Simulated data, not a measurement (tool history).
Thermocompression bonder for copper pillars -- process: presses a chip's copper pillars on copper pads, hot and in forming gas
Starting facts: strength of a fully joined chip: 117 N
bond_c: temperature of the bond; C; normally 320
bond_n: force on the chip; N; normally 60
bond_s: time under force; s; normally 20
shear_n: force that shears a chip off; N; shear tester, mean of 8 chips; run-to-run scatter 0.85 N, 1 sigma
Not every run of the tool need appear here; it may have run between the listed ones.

Run 1, hour 0.0: usual settings. Result: shear_n 70.6 N.
Run 2, hour 14.2: usual settings but bond_n 45 N. Result: shear_n 56.1 N.
Run 3, hour 30.7: usual settings but bond_s 13 s. Result: shear_n 60.8 N.
Run 4, hour 55.6: usual settings but bond_s 13 s. Result: shear_n 60.4 N.
Run 5, hour 73.1: usual settings but bond_s 13 s. Result: shear_n 60.3 N.
Run 6, hour 95.5: usual settings but bond_n 39 N. Result: shear_n 48.4 N.
Run 7, hour 115.3: usual settings. Result: shear_n 67.7 N.
Run 8, hour 130.5: usual settings. Result: shear_n 67.1 N.
Run 9, hour 153.4: usual settings but bond_s 53 s. Result: shear_n 85.1 N.
Run 10, hour 173.7: usual settings but bond_s 53 s. Result: shear_n 85.2 N.
At hour 177.5: heater calibrated with a thermocouple chip.
Run 11, hour 197.8: usual settings but bond_n 40 N, bond_s 18 s. Result: shear_n 46.5 N.
Run 12, hour 225.0: usual settings but bond_n 80 N, bond_s 21 s. Result: shear_n 79.5 N.
Run 13, hour 244.1: usual settings but bond_n 80 N, bond_s 48 s. Result: shear_n 91.8 N.
At hour 260.6: forming gas filter changed.
At hour 270.3: heater calibrated with a thermocouple chip, once more.
Run 14, hour 273.3: usual settings but bond_c 315 C. Result: shear_n 65.9 N.
Run 15, hour 296.4: usual settings but bond_c 322 C, bond_n 36 N, bond_s 34 s. Result: shear_n 54.3 N.
Run 16, hour 327.1: usual settings but bond_c 322 C, bond_n 58 N, bond_s 18 s. Result: shear_n 62.9 N.
Run 17, hour 352.4: usual settings but bond_c 303 C, bond_n 83 N, bond_s 29 s. Result: shear_n 80.5 N.
Run 18, hour 381.1: usual settings but bond_c 303 C, bond_n 83 N, bond_s 29 s. Result: shear_n 80.2 N.

What if the next run were any one of these 3? Each begins from the tool's condition after run 18:
Run A, hour 403.8: usual settings but bond_c 318 C, bond_n 66 N, bond_s 29 s. Result: shear_n ?.
Run B, hour 403.8: usual settings but bond_c 303 C, bond_n 41 N, bond_s 29 s. Result: shear_n ?.
Run C, hour 403.8: usual settings but bond_c 315 C, bond_n 55 N. Result: shear_n ?.

run  shear_n
  A     75.2
  B     46.9
  C     58.4
What these runs would have given with no unlogged condition in the tool:
run  shear_n
  A     80.2
  B     50.5
  C     62.6

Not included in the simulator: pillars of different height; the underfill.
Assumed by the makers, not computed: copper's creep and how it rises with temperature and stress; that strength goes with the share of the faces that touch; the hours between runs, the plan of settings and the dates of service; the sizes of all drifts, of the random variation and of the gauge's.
